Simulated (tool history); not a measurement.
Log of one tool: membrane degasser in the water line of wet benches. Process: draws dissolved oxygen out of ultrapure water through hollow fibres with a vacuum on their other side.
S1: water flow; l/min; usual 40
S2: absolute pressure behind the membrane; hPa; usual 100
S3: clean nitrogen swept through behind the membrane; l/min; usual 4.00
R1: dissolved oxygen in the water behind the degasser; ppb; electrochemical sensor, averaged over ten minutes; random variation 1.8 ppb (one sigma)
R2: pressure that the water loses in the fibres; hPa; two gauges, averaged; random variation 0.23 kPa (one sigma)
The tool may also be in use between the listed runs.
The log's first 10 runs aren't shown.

| run | hour | S1 | S2 | S3 | R1 | R2 |
|---|---|---|---|---|---|---|
| 11 | 1889.0 | 40 | 100 | 4.00 | 185.8 | 560.1 |
| 12 | 2125.4 | 40 | 100 | 4.00 | 179.6 | 562.7 |
| 13 | 2327.1 | 40 | 100 | 4.00 | 181.2 | 559.2 |
| 14 | 2578.1 | 40 | 100 | 4.00 | 181.3 | 565.3 |
| 15 | 2739.1 | 40 | 100 | 4.00 | 177.7 | 556.2 |
|  | 2874.4 | vacuum gauge calibrated |
| 16 | 2883.6 | 40 | 100 | 4.00 | 182.0 | 565.0 |
| 17 | 3006.9 | 40 | 100 | 4.00 | 180.0 | 558.2 |
| 18 | 3284.4 | 40 | 100 | 4.00 | 179.7 | 558.9 |
| 19 | 3439.3 | 40 | 100 | 4.00 | 179.8 | 563.7 |
| 20 | 3696.6 | 40 | 100 | 4.00 | 178.1 | 561.6 |
| 21 | 3866.8 | 40 | 100 | 4.00 | 178.6 | 560.5 |
| 22 | 4089.6 | 28 | 184 | 8.94 | 118.9 | 394.1 |
| 23 | 4251.0 | 39 | 201 | 2.80 | 535.0 | 548.8 |
| 24 | 4495.5 | 39 | 201 | 2.80 | 529.7 | 548.6 |
| 25 | 4748.4 | 39 | 201 | 2.80 | 537.3 | 547.7 |
| 26 | 5028.0 | 39 | 201 | 2.80 | 536.9 | 547.1 |
| 27 | 5146.1 | 44 | 109 | 2.18 | 368.5 | 618.7 |
| 28 | 5418.7 | 63 | 96 | 2.06 | 537.3 | 887.1 |
| 29 | 5545.3 | 63 | 96 | 2.06 | 540.9 | 882.5 |
| 30 | 5711.2 | 63 | 96 | 2.06 | 550.8 | 887.7 |
| 31 | 5902.2 | 36 | 223 | 2.84 | 545.5 | 509.6 |
| 32 | 6157.2 | 50 | 100 | 2.90 | 318.1 | 703.4 |
| 33 | 6333.9 | 50 | 100 | 2.90 | 320.1 | 704.0 |

Forecast each of these 3 alternatives for the next run:
| A | 6456.7 | 42 | 63 | 1.90 | ? | ? |
| B | 6456.7 | 36 | 170 | 3.47 | ? | ? |
| C | 6456.7 | 40 | 192 | 4.00 | ? | ? |

| run | R1 | R2 |
|---|---|---|
| A | 178.7 | 593.9 |
| B | 335.2 | 507.3 |
| C | 385.9 | 563.3 |
Without the tool's hidden state the same runs would have given:
| run | R1 | R2 |
|---|---|---|
| A | 178.3 | 593.2 |
| B | 334.9 | 506.7 |
| C | 385.5 | 562.6 |
